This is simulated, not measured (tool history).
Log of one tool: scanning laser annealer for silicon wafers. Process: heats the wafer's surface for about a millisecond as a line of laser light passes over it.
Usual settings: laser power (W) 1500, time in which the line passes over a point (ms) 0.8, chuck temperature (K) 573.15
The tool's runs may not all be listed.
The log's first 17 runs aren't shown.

| run | hour | laser power (W) | time in which the line passes over a point (ms) | chuck temperature (K) | highest temperature of the surface (K) |
|---|---|---|---|---|---|
| 18 | 226.9 | 1500 | 0.768 | 573.15 | 1303.15 |
| 19 | 244 | 1500 | 0.8 | 573.15 | 1318.15 |
| 20 | 259.8 | 1500 | 0.8 | 573.15 | 1317.15 |
| 21 | 276.7 | 1426 | 0.8 | 600.15 | 1298.15 |
| 22 | 288.3 | 1426 | 0.8 | 600.15 | 1294.15 |
| 23 | 305.8 | 1632 | 0.59 | 606.15 | 1314.15 |
| 24 | 325.8 | 1458 | 0.747 | 563.15 | 1253.15 |
| 25 | 337.5 | 1458 | 0.747 | 563.15 | 1250.15 |
| 26 | 347.1 | 1560 | 0.747 | 563.15 | 1311.15 |
| 27 | 363.9 | 1560 | 0.636 | 563.15 | 1256.15 |
| 28 | 374.2 | 1561 | 0.926 | 570.15 | 1398.15 |
| 29 | 387.3 | 1406 | 0.695 | 610.15 | 1245.15 |
| 30 | 405 | 1500 | 0.8 | 556.15 | 1288.15 |
| 31 | 423.6 | 1500 | 0.903 | 597.15 | 1376.15 |
| 32 | 437.8 | 1342 | 0.721 | 600.15 | 1207.15 |
| 33 | 457.2 | 1342 | 0.721 | 600.15 | 1204.15 |
| 34 | 470.4 | 1340 | 0.8 | 566.15 | 1207.15 |
| 35 | 485 | 1340 | 0.836 | 566.15 | 1217.15 |
| 36 | 496.7 | 1368 | 0.834 | 573.15 | 1240.15 |
| 37 | 515 | 1368 | 0.834 | 573.15 | 1241.15 |
| 38 | 535.5 | 1368 | 0.834 | 573.15 | 1239.15 |
| 39 | 552.2 | 1368 | 0.834 | 573.15 | 1240.15 |
| 40 | 562.8 | 1368 | 0.834 | 573.15 | 1238.15 |

Forecast each of these 5 alternatives for the next run:
| A | 578 | 1478 | 0.854 | 573.15 | ? |
| B | 578 | 1500 | 0.766 | 606.15 | ? |
| C | 578 | 1500 | 0.603 | 606.15 | ? |
| D | 578 | 1500 | 0.8 | 609.15 | ? |
| E | 578 | 1500 | 0.8 | 590.15 | ? |

| run | highest temperature of the surface (K) |
|---|---|
| A | 1311.15 |
| B | 1317.15 |
| C | 1245.15 |
| D | 1337.15 |
| E | 1320.15 |
Without the tool's hidden state the same runs would have given:
| run | highest temperature of the surface (K) |
|---|---|
| A | 1363.15 |
| B | 1368.15 |
| C | 1289.15 |
| D | 1389.15 |
| E | 1371.15 |

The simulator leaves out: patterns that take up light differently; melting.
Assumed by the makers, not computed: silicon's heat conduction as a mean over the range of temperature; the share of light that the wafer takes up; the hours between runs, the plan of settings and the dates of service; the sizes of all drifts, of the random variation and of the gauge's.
